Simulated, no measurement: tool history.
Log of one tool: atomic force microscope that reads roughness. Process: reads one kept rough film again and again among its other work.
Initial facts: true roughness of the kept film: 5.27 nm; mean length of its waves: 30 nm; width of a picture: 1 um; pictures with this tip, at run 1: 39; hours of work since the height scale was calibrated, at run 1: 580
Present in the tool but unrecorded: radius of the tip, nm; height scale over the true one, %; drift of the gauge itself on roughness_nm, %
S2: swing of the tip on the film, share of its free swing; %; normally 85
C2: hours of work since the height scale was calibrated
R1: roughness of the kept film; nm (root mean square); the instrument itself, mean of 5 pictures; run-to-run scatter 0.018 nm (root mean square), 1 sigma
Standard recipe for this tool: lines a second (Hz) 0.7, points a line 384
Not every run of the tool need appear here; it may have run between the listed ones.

run 1 day=0 | lines_a_second_(Hz)=0.7 S2=85 points_a_line=384 | pictures_with_this_tip=39 C2=580 | R1=4.342
run 2 day=1.708 | lines_a_second_(Hz)=0.7 S2=85 points_a_line=384 | pictures_with_this_tip=95 C2=602 | R1=4.366
-- day=2.804 new tip fitted
run 3 day=3.296 | lines_a_second_(Hz)=0.7 S2=83 points_a_line=384 | pictures_with_this_tip=16 C2=623 | R1=4.391
run 4 day=4.971 | lines_a_second_(Hz)=0.7 S2=83 points_a_line=384 | pictures_with_this_tip=70 C2=645 | R1=4.39
run 5 day=6.346 | lines_a_second_(Hz)=0.7 S2=83 points_a_line=384 | pictures_with_this_tip=115 C2=663 | R1=4.431
-- day=6.842 new tip fitted
run 6 day=8.65 | lines_a_second_(Hz)=0.7 S2=83 points_a_line=384 | pictures_with_this_tip=59 C2=693 | R1=4.393
run 7 day=10.642 | lines_a_second_(Hz)=0.7 S2=83 points_a_line=384 | pictures_with_this_tip=123 C2=720 | R1=4.364
-- day=10.854 new tip fitted
run 8 day=12.608 | lines_a_second_(Hz)=1.321 S2=85 points_a_line=384 | pictures_with_this_tip=57 C2=745 | R1=4.124
run 9 day=13.588 | lines_a_second_(Hz)=1.321 S2=85 points_a_line=384 | pictures_with_this_tip=89 C2=758 | R1=4.104
run 10 day=14.567 | lines_a_second_(Hz)=1.321 S2=85 points_a_line=384 | pictures_with_this_tip=121 C2=771 | R1=4.115
-- day=14.896 new tip fitted
run 11 day=16.754 | lines_a_second_(Hz)=1.321 S2=85 points_a_line=384 | pictures_with_this_tip=60 C2=800 | R1=4.112
run 12 day=18.154 | lines_a_second_(Hz)=1.321 S2=85 points_a_line=384 | pictures_with_this_tip=106 C2=818 | R1=4.122
-- day=19.038 new tip fitted
run 13 day=19.329 | lines_a_second_(Hz)=0.7 S2=85 points_a_line=330 | pictures_with_this_tip=10 C2=834 | R1=4.371
run 14 day=20.346 | lines_a_second_(Hz)=0.7 S2=85 points_a_line=330 | pictures_with_this_tip=43 C2=847 | R1=4.353
run 15 day=21.754 | lines_a_second_(Hz)=0.7 S2=80 points_a_line=384 | pictures_with_this_tip=89 C2=866 | R1=4.448
run 16 day=22.7 | lines_a_second_(Hz)=0.7 S2=85 points_a_line=384 | pictures_with_this_tip=120 C2=878 | R1=4.369
-- day=23.092 new tip fitted
run 17 day=24.008 | lines_a_second_(Hz)=0.7 S2=85 points_a_line=384 | pictures_with_this_tip=30 C2=895 | R1=4.385
run 18 day=26.117 | lines_a_second_(Hz)=0.7 S2=85 points_a_line=384 | pictures_with_this_tip=98 C2=923 | R1=4.37
-- day=27.117 new tip fitted
run 19 day=27.842 | lines_a_second_(Hz)=0.7 S2=85 points_a_line=384 | pictures_with_this_tip=24 C2=946 | R1=4.348
run 20 day=28.854 | lines_a_second_(Hz)=0.7 S2=85 points_a_line=384 | pictures_with_this_tip=57 C2=959 | R1=4.392
run 21 day=30.046 | lines_a_second_(Hz)=0.7 S2=85 points_a_line=384 | pictures_with_this_tip=96 C2=975 | R1=4.371
-- day=31.112 new tip fitted
run 22 day=31.292 | lines_a_second_(Hz)=0.7 S2=65 points_a_line=384 | pictures_with_this_tip=6 C2=991 | R1=4.583
run 23 day=32.717 | lines_a_second_(Hz)=0.7 S2=85 points_a_line=384 | pictures_with_this_tip=52 C2=1010 | R1=4.384
run 24 day=34.767 | lines_a_second_(Hz)=0.7 S2=85 points_a_line=384 | pictures_with_this_tip=119 C2=1037 | R1=4.357
-- day=35.167 new tip fitted
run 25 day=37.117 | lines_a_second_(Hz)=0.7 S2=85 points_a_line=384 | pictures_with_this_tip=64 C2=1068 | R1=4.39
run 26 day=38.712 | lines_a_second_(Hz)=1.758 S2=85 points_a_line=384 | pictures_with_this_tip=116 C2=1089 | R1=3.939
-- day=39.167 new tip fitted
run 27 day=39.683 | lines_a_second_(Hz)=1.758 S2=71 points_a_line=502 | pictures_with_this_tip=17 C2=1101 | R1=4.31
run 28 day=41.258 | lines_a_second_(Hz)=0.543 S2=71 points_a_line=317 | pictures_with_this_tip=68 C2=1122 | R1=4.533
-- day=43.158 new tip fitted
run 29 day=43.217 | lines_a_second_(Hz)=0.543 S2=71 points_a_line=317 | pictures_with_this_tip=2 C2=1148 | R1=4.568
run 30 day=44.496 | lines_a_second_(Hz)=0.543 S2=71 points_a_line=317 | pictures_with_this_tip=44 C2=1165 | R1=4.553
run 31 day=46.446 | lines_a_second_(Hz)=0.543 S2=71 points_a_line=317 | pictures_with_this_tip=107 C2=1190 | R1=4.534
-- day=47.175 new tip fitted
run 32 day=47.742 | lines_a_second_(Hz)=0.543 S2=56 points_a_line=317 | pictures_with_this_tip=18 C2=1207 | R1=4.649
run 33 day=49.333 | lines_a_second_(Hz)=1.971 S2=66 points_a_line=498 | pictures_with_this_tip=70 C2=1228 | R1=4.355
run 34 day=50.75 | lines_a_second_(Hz)=1.971 S2=66 points_a_line=498 | pictures_with_this_tip=116 C2=1247 | R1=4.384
-- day=51.238 new tip fitted
run 35 day=52.967 | lines_a_second_(Hz)=1.462 S2=66 points_a_line=711 | pictures_with_this_tip=57 C2=1276 | R1=4.48
-- day=55.217 new tip fitted
run 36 day=55.217 | lines_a_second_(Hz)=0.501 S2=66 points_a_line=323 | pictures_with_this_tip=0 C2=1305 | R1=4.591
run 37 day=57.162 | lines_a_second_(Hz)=0.501 S2=66 points_a_line=323 | pictures_with_this_tip=64 C2=1331 | R1=4.585
-- day=59.283 new tip fitted
run 38 day=59.362 | lines_a_second_(Hz)=0.501 S2=66 points_a_line=323 | pictures_with_this_tip=3 C2=1360 | R1=4.566
run 39 day=61.554 | lines_a_second_(Hz)=0.501 S2=66 points_a_line=323 | pictures_with_this_tip=74 C2=1389 | R1=4.575
run 40 day=63.171 | lines_a_second_(Hz)=1.151 S2=66 points_a_line=323 | pictures_with_this_tip=127 C2=1410 | R1=4.463
-- day=63.288 new tip fitted
run 41 day=64.788 | lines_a_second_(Hz)=1.151 S2=66 points_a_line=323 | pictures_with_this_tip=49 C2=1431 | R1=4.461
run 42 day=66.725 | lines_a_second_(Hz)=1.132 S2=62 points_a_line=590 | pictures_with_this_tip=112 C2=1457 | R1=4.537
-- day=67.271 new tip fitted
run 43 day=69.012 | lines_a_second_(Hz)=3.161 S2=60 points_a_line=515 | pictures_with_this_tip=57 C2=1487 | R1=4.326
run 44 day=70.888 | lines_a_second_(Hz)=1.506 S2=81 points_a_line=515 | pictures_with_this_tip=118 C2=1512 | R1=4.144
-- day=71.283 new tip fitted
run 45 day=71.929 | lines_a_second_(Hz)=1.393 S2=55 points_a_line=319 | pictures_with_this_tip=21 C2=1525 | R1=4.553
run 46 day=74.167 | lines_a_second_(Hz)=1.393 S2=55 points_a_line=319 | pictures_with_this_tip=95 C2=1555 | R1=4.563
-- day=75.329 new tip fitted
run 47 day=76.45 | lines_a_second_(Hz)=1.513 S2=80 points_a_line=400 | pictures_with_this_tip=36 C2=1585 | R1=4.191
run 48 day=77.683 | lines_a_second_(Hz)=1.513 S2=80 points_a_line=400 | pictures_with_this_tip=76 C2=1601 | R1=4.152
run 49 day=79.025 | lines_a_second_(Hz)=1.513 S2=80 points_a_line=400 | pictures_with_this_tip=120 C2=1619 | R1=4.16
-- day=79.346 new tip fitted
run 50 day=81.179 | lines_a_second_(Hz)=2.419 S2=86 points_a_line=384 | pictures_with_this_tip=60 C2=1647 | R1=3.712
-- day=83.458 new tip fitted
run 51 day=83.521 | lines_a_second_(Hz)=0.509 S2=55 points_a_line=1013 | pictures_with_this_tip=2 C2=1678 | R1=4.663

Forecast each of these 3 alternatives for the next run:
run A day=85.467 | lines_a_second_(Hz)=0.599 S2=77 points_a_line=784 | pictures_with_this_tip=66 C2=1703 | R1=?
run B day=85.467 | lines_a_second_(Hz)=1.323 S2=85 points_a_line=846 | pictures_with_this_tip=66 C2=1703 | R1=?
run C day=85.467 | lines_a_second_(Hz)=0.509 S2=88 points_a_line=1013 | pictures_with_this_tip=66 C2=1703 | R1=?

run=A R1=4.507
run=B R1=4.166
run=C R1=4.463
Without the tool's hidden state the same runs would have given:
run=A R1=4.513
run=B R1=4.171
run=C R1=4.469

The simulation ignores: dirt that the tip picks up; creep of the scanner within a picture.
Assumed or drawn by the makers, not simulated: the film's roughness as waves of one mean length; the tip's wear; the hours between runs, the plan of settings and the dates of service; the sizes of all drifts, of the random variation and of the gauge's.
